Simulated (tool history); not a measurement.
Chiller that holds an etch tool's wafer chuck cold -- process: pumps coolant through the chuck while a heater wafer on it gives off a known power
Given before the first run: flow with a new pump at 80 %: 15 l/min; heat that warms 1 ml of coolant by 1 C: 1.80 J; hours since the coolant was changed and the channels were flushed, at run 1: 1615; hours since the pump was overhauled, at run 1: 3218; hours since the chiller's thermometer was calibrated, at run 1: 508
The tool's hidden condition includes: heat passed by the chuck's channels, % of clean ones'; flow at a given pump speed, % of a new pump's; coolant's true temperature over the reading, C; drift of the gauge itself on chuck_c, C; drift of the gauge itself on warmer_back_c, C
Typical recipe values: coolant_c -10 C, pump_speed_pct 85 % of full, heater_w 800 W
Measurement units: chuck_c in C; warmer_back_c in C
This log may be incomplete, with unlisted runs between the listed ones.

run	day	coolant_c	pump_speed_pct	heater_w	hours since the coolant was changed and the channels were flushed	hours since the pump was overhauled	hours since the chiller's thermometer was calibrated	chuck_c	warmer_back_c
1	0	-10	85	800	1615	3218	508	-1.6	1.65
2	1.742	-10	85	800	1657	3260	550	-1.4	1.61
3	4.025	-10	85	775	1712	3315	605	-1.9	1.61
4	5.104	-10	85	775	1738	3341	631	-1.7	1.61
5	6.296	-10	85	800	1767	3369	659	-1.6	1.65
6	8.358	-2	85	800	1816	3419	709	6.5	1.72
7	9.833	-2	85	800	1851	3454	744	6.6	1.65
8	11.371	-2	85	800	1888	3491	781	6.4	1.64
9	13.321	-2	85	800	1935	3538	828	6.6	1.66
10	14.65	-2	85	800	1967	3570	860	6.5	1.64
11	16.625	-2	85	800	2014	3617	907	6.4	1.63
12	17.946	-2	85	461	2046	3649	939	3	0.99
13	19.875	-10	85	800	2092	3695	985	-1.4	1.7
14	20.962	-10	85	800	2119	3721	1011	-1.5	1.71
15	22.742	-10	85	800	2161	3764	1054	-1.6	1.62
16	24.617	-10	85	800	2206	3809	1099	-1.5	1.64
17	26.629	-5	85	800	2255	3857	1147	3.5	1.65
18	29.204	-5	84	791	2316	3919	1209	3.6	1.69
19	31.325	-19	70	791	2367	3970	1260	-9.1	2.07
20	33.258	-13	69	666	2414	4016	1306	-4.3	1.76
21	34.65	-13	69	666	2447	4050	1340	-4.6	1.73
22	36.292	-13	69	666	2486	4089	1379	-4.4	1.73
23	37.679	-9	76	483	2520	4122	1412	-3.3	1.11
24	39.233	-9	63	1058	2557	4160	1450	5.5	3.01
25	41.083	-9	63	1058	2601	4204	1494	5.5	3.02
26	43.642	-12	76	887	2663	4265	1556	-1.8	2.12
27	45.008	-12	76	887	2696	4298	1588	-1.6	2.05
28	47.033	-4	63	800	2744	4347	1637	6.8	2.22
29	48.171	-4	63	800	2772	4374	1664	6.8	2.28
30	49.958	-17	77	1140	2815	4417	1707	-3.7	2.65
31	51.383	-17	77	813	2849	4451	1741	-7.7	1.85

Run 32, settings as shown, results not yet in. Your forecast:
32	53.546	-17	77	813	2901	4503	1793	?	?

Run 32 gave chuck_c -7.7 C, warmer_back_c 1.85 C.
The same run, on a tool lacking any hidden state, would have yielded chuck_c -7.7 C, warmer_back_c 1.84 C.

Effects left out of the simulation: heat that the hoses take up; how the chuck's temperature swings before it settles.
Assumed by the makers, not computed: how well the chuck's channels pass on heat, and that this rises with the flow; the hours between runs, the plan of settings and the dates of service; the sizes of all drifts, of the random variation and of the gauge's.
